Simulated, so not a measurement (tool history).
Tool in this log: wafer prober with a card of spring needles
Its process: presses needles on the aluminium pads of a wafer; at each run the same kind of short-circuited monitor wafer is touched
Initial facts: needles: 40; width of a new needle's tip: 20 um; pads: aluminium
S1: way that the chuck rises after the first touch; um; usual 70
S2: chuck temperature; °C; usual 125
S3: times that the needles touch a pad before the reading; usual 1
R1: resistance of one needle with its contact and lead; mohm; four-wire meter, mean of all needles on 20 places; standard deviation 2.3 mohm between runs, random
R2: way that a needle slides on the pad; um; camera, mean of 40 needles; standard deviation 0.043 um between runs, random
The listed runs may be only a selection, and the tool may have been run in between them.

run	hour	S1	S2	S3	R1	R2
1	0.0	70	125	1	259	8.56
# hour 7.0: tips cleaned on abrasive film
# hour 24.5: tips cleaned on abrasive film
# hour 41.8: tips cleaned on abrasive film
# hour 55.7: tips cleaned on abrasive film
2	57.5	70	125	1	256	8.57
# hour 71.2: tips cleaned on abrasive film
# hour 81.9: height of the first contact set anew
# hour 85.5: tips cleaned on abrasive film
# hour 99.4: tips cleaned on abrasive film
3	109.4	70	125	2	257	8.62
# hour 116.5: tips cleaned on abrasive film
# hour 133.9: tips cleaned on abrasive film
# hour 147.8: tips cleaned on abrasive film
# hour 165.2: tips cleaned on abrasive film
4	170.0	70	125	2	257	8.66
# hour 180.5: tips cleaned on abrasive film
# hour 197.9: tips cleaned on abrasive film
# hour 211.8: tips cleaned on abrasive film
# hour 229.3: tips cleaned on abrasive film
5	239.3	56	125	2	258	6.88
# hour 246.4: tips cleaned on abrasive film
# hour 260.3: tips cleaned on abrasive film
# hour 274.3: tips cleaned on abrasive film
# hour 288.3: tips cleaned on abrasive film
6	299.5	56	125	2	259	6.77
# hour 303.0: tips cleaned on abrasive film
# hour 320.4: tips cleaned on abrasive film
# hour 337.9: tips cleaned on abrasive film
# hour 355.0: tips cleaned on abrasive film
# hour 372.5: tips cleaned on abrasive film
7	377.3	56	125	2	257	6.91
# hour 387.7: tips cleaned on abrasive film
# hour 405.2: tips cleaned on abrasive film
# hour 419.1: tips cleaned on abrasive film
8	427.3	56	125	2	257	6.86
# hour 434.3: tips cleaned on abrasive film
# hour 448.3: tips cleaned on abrasive film
# hour 465.7: tips cleaned on abrasive film
# hour 479.6: tips cleaned on abrasive film
# hour 497.1: tips cleaned on abrasive film
9	507.7	70	125	2	256	8.61
# hour 511.3: tips cleaned on abrasive film
# hour 525.2: tips cleaned on abrasive film
# hour 542.6: tips cleaned on abrasive film
# hour 560.0: tips cleaned on abrasive film
# hour 577.2: tips cleaned on abrasive film
10	585.2	70	125	2	257	8.65
# hour 592.3: tips cleaned on abrasive film
# hour 609.5: tips cleaned on abrasive film
# hour 623.4: tips cleaned on abrasive film
# hour 637.4: tips cleaned on abrasive film
# hour 654.6: tips cleaned on abrasive film
11	658.3	70	125	2	256	8.56
# hour 668.7: tips cleaned on abrasive film
# hour 682.7: tips cleaned on abrasive film
# hour 696.6: tips cleaned on abrasive film
# hour 714.1: tips cleaned on abrasive film
12	721.2	70	43	2	236	8.71
# hour 728.2: tips cleaned on abrasive film
# hour 745.6: tips cleaned on abrasive film
# hour 763.1: tips cleaned on abrasive film
13	764.0	70	43	2	235	8.60
# hour 778.0: tips cleaned on abrasive film
# hour 795.4: tips cleaned on abrasive film
# hour 812.7: tips cleaned on abrasive film
# hour 813.0: height of the first contact set anew
# hour 830.5: tips cleaned on abrasive film
14	836.0	74	51	2	230	9.09
# hour 846.5: tips cleaned on abrasive film
# hour 860.5: tips cleaned on abrasive film
# hour 877.8: tips cleaned on abrasive film
15	878.2	74	109	1	251	9.17
# hour 892.2: tips cleaned on abrasive film
# hour 906.1: tips cleaned on abrasive film
# hour 923.6: tips cleaned on abrasive film
# hour 940.9: tips cleaned on abrasive film
# hour 954.9: tips cleaned on abrasive film
16	956.1	65	103	2	250	7.96
# hour 970.0: tips cleaned on abrasive film
# hour 984.0: tips cleaned on abrasive film
# hour 997.9: tips cleaned on abrasive film
# hour 1015.0: tips cleaned on abrasive film
17	1015.0	81	103	2	248	9.98
# hour 1029.0: tips cleaned on abrasive film
# hour 1042.9: tips cleaned on abrasive film
18	1051.6	70	62	2	235	8.60
# hour 1058.6: tips cleaned on abrasive film
# hour 1075.8: tips cleaned on abrasive film
# hour 1089.7: tips cleaned on abrasive film
19	1094.9	70	62	2	241	8.67
# hour 1105.3: tips cleaned on abrasive film
# hour 1122.5: tips cleaned on abrasive film
20	1133.3	70	62	2	239	8.60
# hour 1136.9: tips cleaned on abrasive film
# hour 1154.1: tips cleaned on abrasive film
# hour 1171.2: tips cleaned on abrasive film
21	1172.4	65	69	2	245	8.07

What if the next run were any one of these 4? Each begins from the tool's condition after run 21:
# hour 1186.4: tips cleaned on abrasive film
# hour 1200.3: tips cleaned on abrasive film
A	1207.8	53	105	2	?	?
# hour 1186.4: tips cleaned on abrasive film
# hour 1200.3: tips cleaned on abrasive film
B	1207.8	83	48	2	?	?
# hour 1186.4: tips cleaned on abrasive film
# hour 1200.3: tips cleaned on abrasive film
C	1207.8	65	69	1	?	?
# hour 1186.4: tips cleaned on abrasive film
# hour 1200.3: tips cleaned on abrasive film
D	1207.8	74	69	2	?	?

run	R1	R2
A	257	6.56
B	232	10.26
C	244	8.07
D	240	9.12
The same runs, with their run-to-run variation unchanged, on a tool lacking any hidden condition would have given:
run	R1	R2
A	256	6.56
B	232	10.26
C	243	8.07
D	240	9.12
